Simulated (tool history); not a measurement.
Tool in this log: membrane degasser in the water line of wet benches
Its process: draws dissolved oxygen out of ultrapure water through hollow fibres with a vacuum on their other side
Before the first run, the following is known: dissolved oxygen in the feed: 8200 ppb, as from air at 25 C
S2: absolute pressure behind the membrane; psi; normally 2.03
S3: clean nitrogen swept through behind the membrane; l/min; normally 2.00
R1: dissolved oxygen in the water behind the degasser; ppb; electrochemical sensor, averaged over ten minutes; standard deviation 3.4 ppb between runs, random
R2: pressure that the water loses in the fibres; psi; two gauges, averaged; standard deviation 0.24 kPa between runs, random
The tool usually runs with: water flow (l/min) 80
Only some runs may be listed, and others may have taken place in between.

{"run": 1, "hour": 0.0, "water flow (l/min)": 80, "S2": 2.03, "S3": 2.0, "R1": 802.8, "R2": 8.746}
{"run": 2, "hour": 33.3, "water flow (l/min)": 80, "S2": 2.03, "S3": 2.0, "R1": 795.6, "R2": 8.83}
{"run": 3, "hour": 67.2, "water flow (l/min)": 80, "S2": 2.03, "S3": 2.0, "R1": 796.4, "R2": 8.73}
{"run": 4, "hour": 101.2, "water flow (l/min)": 80, "S2": 2.03, "S3": 2.0, "R1": 796.2, "R2": 8.75}
{"run": 5, "hour": 139.3, "water flow (l/min)": 80, "S2": 2.03, "S3": 2.0, "R1": 803.6, "R2": 8.846}
{"run": 6, "hour": 172.2, "water flow (l/min)": 80, "S2": 2.03, "S3": 2.0, "R1": 806.8, "R2": 8.802}
{"run": 7, "hour": 218.7, "water flow (l/min)": 80, "S2": 2.03, "S3": 2.0, "R1": 799.1, "R2": 8.741}
{"run": 8, "hour": 250.1, "water flow (l/min)": 80, "S2": 2.03, "S3": 2.0, "R1": 803.0, "R2": 8.821}
{"run": 9, "hour": 285.5, "water flow (l/min)": 51, "S2": 2.03, "S3": 2.0, "R1": 568.7, "R2": 5.565}
{"run": 10, "hour": 325.7, "water flow (l/min)": 51, "S2": 2.03, "S3": 2.0, "R1": 567.9, "R2": 5.629}
{"run": 11, "hour": 346.2, "water flow (l/min)": 51, "S2": 2.03, "S3": 2.0, "R1": 564.7, "R2": 5.597}
{"run": 12, "hour": 396.8, "water flow (l/min)": 51, "S2": 2.03, "S3": 2.46, "R1": 478.3, "R2": 5.651}
{"run": 13, "hour": 437.2, "water flow (l/min)": 80, "S2": 2.03, "S3": 5.1, "R1": 375.1, "R2": 8.749}
{"run": 14, "hour": 479.7, "water flow (l/min)": 51, "S2": 2.03, "S3": 2.0, "R1": 564.1, "R2": 5.604}
{"run": 15, "hour": 507.6, "water flow (l/min)": 92, "S2": 2.03, "S3": 2.0, "R1": 889.8, "R2": 10.111}
{"run": 16, "hour": 555.4, "water flow (l/min)": 92, "S2": 2.03, "S3": 2.0, "R1": 884.4, "R2": 10.124}
{"run": 17, "hour": 578.8, "water flow (l/min)": 92, "S2": 2.03, "S3": 2.0, "R1": 889.2, "R2": 10.144}
{"run": 18, "hour": 599.6, "water flow (l/min)": 92, "S2": 2.03, "S3": 2.0, "R1": 885.9, "R2": 10.161}
{"run": 19, "hour": 620.2, "water flow (l/min)": 128, "S2": 1.64, "S3": 1.65, "R1": 997.9, "R2": 14.066}
{"run": 20, "hour": 655.8, "water flow (l/min)": 128, "S2": 1.64, "S3": 0.95, "R1": 1346.2, "R2": 14.073}
{"run": 21, "hour": 688.1, "water flow (l/min)": 128, "S2": 1.44, "S3": 0.95, "R1": 1143.3, "R2": 14.164}
{"run": 22, "hour": 719.9, "water flow (l/min)": 128, "S2": 1.44, "S3": 0.95, "R1": 1136.3, "R2": 14.014}
{"run": 23, "hour": 743.7, "water flow (l/min)": 128, "S2": 1.44, "S3": 0.95, "R1": 1138.9, "R2": 14.177}
{"run": 24, "hour": 770.0, "water flow (l/min)": 101, "S2": 1.8, "S3": 1.33, "R1": 1082.2, "R2": 11.084}
{"run": 25, "hour": 802.8, "water flow (l/min)": 101, "S2": 1.73, "S3": 1.33, "R1": 1032.8, "R2": 11.15}
{"run": 26, "hour": 839.0, "water flow (l/min)": 54, "S2": 1.51, "S3": 2.0, "R1": 404.0, "R2": 5.916}
{"run": 27, "hour": 872.4, "water flow (l/min)": 126, "S2": 4.68, "S3": 2.27, "R1": 2349.2, "R2": 13.857}
{"run": 28, "hour": 918.1, "water flow (l/min)": 101, "S2": 4.68, "S3": 2.27, "R1": 2044.6, "R2": 11.11}
{"run": 29, "hour": 967.7, "water flow (l/min)": 49, "S2": 2.03, "S3": 1.38, "R1": 735.5, "R2": 5.416}
{"run": 30, "hour": 995.6, "water flow (l/min)": 80, "S2": 2.15, "S3": 2.0, "R1": 856.2, "R2": 8.779}
{"run": 31, "hour": 1017.1, "water flow (l/min)": 80, "S2": 2.15, "S3": 2.0, "R1": 857.8, "R2": 8.807}
{"run": 32, "hour": 1064.0, "water flow (l/min)": 111, "S2": 1.57, "S3": 2.0, "R1": 747.8, "R2": 12.273}
{"run": 33, "hour": 1089.7, "water flow (l/min)": 111, "S2": 1.57, "S3": 2.0, "R1": 742.1, "R2": 12.186}

Alternative continuations, all from the tool just after run 33; predict every row:
{"run": "A", "hour": 1131.9, "water flow (l/min)": 58, "S2": 1.38, "S3": 1.67, "R1": "?", "R2": "?"}
{"run": "B", "hour": 1131.9, "water flow (l/min)": 74, "S2": 2.2, "S3": 2.0, "R1": "?", "R2": "?"}
{"run": "C", "hour": 1131.9, "water flow (l/min)": 111, "S2": 4.13, "S3": 1.14, "R1": "?", "R2": "?"}

run=A R1=438.1 R2=6.389
run=B R1=836.3 R2=8.164
run=C R1=2889.4 R2=12.205
Stripped of hidden state, with their random variation kept, the same runs would have yielded:
run=A R1=432.3 R2=6.353
run=B R1=830.1 R2=8.119
run=C R1=2892.8 R2=12.138

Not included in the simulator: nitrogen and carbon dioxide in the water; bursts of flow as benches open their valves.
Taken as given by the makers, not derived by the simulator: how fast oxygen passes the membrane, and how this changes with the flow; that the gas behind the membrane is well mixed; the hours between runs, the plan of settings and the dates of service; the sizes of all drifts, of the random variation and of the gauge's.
